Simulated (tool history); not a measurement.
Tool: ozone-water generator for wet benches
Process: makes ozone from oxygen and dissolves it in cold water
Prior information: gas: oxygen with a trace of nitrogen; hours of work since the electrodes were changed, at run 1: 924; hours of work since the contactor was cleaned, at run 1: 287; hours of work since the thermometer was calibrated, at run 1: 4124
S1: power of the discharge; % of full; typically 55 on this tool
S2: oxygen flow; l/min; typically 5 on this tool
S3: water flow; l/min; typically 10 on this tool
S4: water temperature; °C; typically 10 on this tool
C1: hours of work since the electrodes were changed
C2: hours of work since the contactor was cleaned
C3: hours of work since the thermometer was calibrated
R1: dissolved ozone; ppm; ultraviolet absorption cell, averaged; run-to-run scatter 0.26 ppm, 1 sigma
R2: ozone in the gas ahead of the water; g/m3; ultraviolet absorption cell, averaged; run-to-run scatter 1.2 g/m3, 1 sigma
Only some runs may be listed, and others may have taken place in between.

run	day	S1	S2	S3	S4	C1	C2	C3	R1	R2
1	0	55	5	10	10	924	287	4124	38.8	200.5
2	0.808	55	5	10	10	940	304	4140	39	201.7
3	2.375	55	5	10	10	972	335	4172	38.5	199.7
4	3.942	55	5.25	10	10	1004	367	4204	38.4	196.6
5	5.204	55	5.25	10	10	1029	393	4229	38.3	195
6	6.35	55	5	10	10	1052	416	4253	38.6	199
7	7.596	99	3.19	10	7	1078	441	4278	53.1	335.3
# day 7.738: water thermometer calibrated
8	8.596	77	7.55	10	10	1097	461	17	44.4	194.5
9	9.483	79	3.67	7	6	1115	479	35	62	281.4
10	10.358	79	3.67	7	6	1133	496	53	63	275.1
11	11.562	79	3	8	6	1157	521	77	55.9	306.9

Predict each of these 3 candidate next runs independently; none follows another, all start after run 11:
A	12.346	67	5	10	8	1173	537	93	?	?
B	12.346	79	3.17	8	7	1173	537	93	?	?
C	12.346	79	4.2	6	6	1173	537	93	?	?

run	R1	R2
A	43.4	220.7
B	55.9	300.9
C	67.5	258.7
Without the tool's hidden state the same runs would have given:
run	R1	R2
A	46.1	230.3
B	59.5	315.2
C	71.8	271.1
